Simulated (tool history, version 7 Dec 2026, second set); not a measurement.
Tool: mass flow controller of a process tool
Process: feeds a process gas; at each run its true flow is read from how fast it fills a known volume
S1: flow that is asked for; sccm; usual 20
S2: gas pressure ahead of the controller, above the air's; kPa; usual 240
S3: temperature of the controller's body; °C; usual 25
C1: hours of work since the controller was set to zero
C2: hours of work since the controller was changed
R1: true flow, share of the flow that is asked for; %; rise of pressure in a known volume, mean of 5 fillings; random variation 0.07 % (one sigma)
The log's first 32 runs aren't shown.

run	day	S1	S2	S3	C1	C2	R1
33	150.7	22	240	25	4738	4738	100.86
34	154.925	22	240	25	4809	4809	100.95
35	160.046	22	240	25	4895	4895	101.13
36	163.408	22	240	25	4951	4951	101.08
37	167.462	22	240	25	5019	5019	101.17
38	173.638	22	240	25	5123	5123	101.15
39	178.912	22	240	25	5211	5211	101.25
40	183.762	6	143	28	5293	5293	103.89
41	187.796	18	143	28	5360	5360	101.21

Forecast each of these 4 alternatives for the next run:
A	192.679	18	143	36	5442	5442	?
B	192.679	20	265	25	5442	5442	?
C	192.679	30	214	21	5442	5442	?
D	192.679	14	173	37	5442	5442	?

run	R1
A	102.12
B	101.49
C	100.87
D	102.63
Without the tool's hidden state the same runs would have given:
run	R1
A	99.19
B	98.73
C	98.6
D	99.23
